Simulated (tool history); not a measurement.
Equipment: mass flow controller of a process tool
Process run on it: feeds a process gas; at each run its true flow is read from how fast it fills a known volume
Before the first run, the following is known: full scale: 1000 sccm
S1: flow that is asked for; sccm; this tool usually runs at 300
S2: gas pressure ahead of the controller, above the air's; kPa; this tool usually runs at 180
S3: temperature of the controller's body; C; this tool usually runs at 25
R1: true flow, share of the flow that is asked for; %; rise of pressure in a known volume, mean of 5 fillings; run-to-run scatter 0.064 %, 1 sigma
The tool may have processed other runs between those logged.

run 1 day=0 | S1=300 S2=180 S3=25 | R1=97.63
run 2 day=13.567 | S1=300 S2=180 S3=28 | R1=97.39
run 3 day=28.821 | S1=300 S2=180 S3=28 | R1=97.38
run 4 day=37.021 | S1=224 S2=180 S3=25 | R1=97.17
run 5 day=50.796 | S1=224 S2=180 S3=25 | R1=97.45
run 6 day=63.229 | S1=998 S2=180 S3=25 | R1=100.01
run 7 day=71.046 | S1=998 S2=180 S3=25 | R1=100.01
run 8 day=87.333 | S1=560 S2=180 S3=25 | R1=98.54
run 9 day=99.621 | S1=560 S2=180 S3=25 | R1=98.5
run 10 day=106.688 | S1=560 S2=180 S3=25 | R1=98.4
run 11 day=114.367 | S1=300 S2=180 S3=32 | R1=97.12
run 12 day=124.304 | S1=300 S2=180 S3=20 | R1=98.03
run 13 day=138.229 | S1=300 S2=180 S3=28 | R1=97.5
run 14 day=148.862 | S1=313 S2=180 S3=25 | R1=97.73
run 15 day=162.408 | S1=131 S2=180 S3=25 | R1=97.16
run 16 day=172.175 | S1=131 S2=180 S3=25 | R1=97.09
run 17 day=187.429 | S1=131 S2=180 S3=25 | R1=97.14
run 18 day=200.083 | S1=325 S2=156 S3=35 | R1=96.93
run 19 day=207.071 | S1=520 S2=174 S3=35 | R1=97.61
run 20 day=218.121 | S1=520 S2=174 S3=31 | R1=97.96
run 21 day=229.492 | S1=106 S2=250 S3=26 | R1=97.57
run 22 day=245.15 | S1=105 S2=220 S3=37 | R1=96.68
run 23 day=260.475 | S1=382 S2=180 S3=23 | R1=98.32
run 24 day=268.083 | S1=387 S2=176 S3=38 | R1=97.26
run 25 day=279.542 | S1=387 S2=176 S3=38 | R1=97.28

What if the next run were any one of these 3? Each begins from the tool's condition after run 25:
run A day=291.446 | S1=631 S2=176 S3=34 | R1=?
run B day=291.446 | S1=239 S2=228 S3=22 | R1=?
run C day=291.446 | S1=621 S2=191 S3=30 | R1=?

run=A R1=98.29
run=B R1=98.24
run=C R1=98.73
The same runs, with their run-to-run variation unchanged, on a tool lacking any hidden condition would have given:
run=A R1=97.89
run=B R1=97.83
run=C R1=98.32
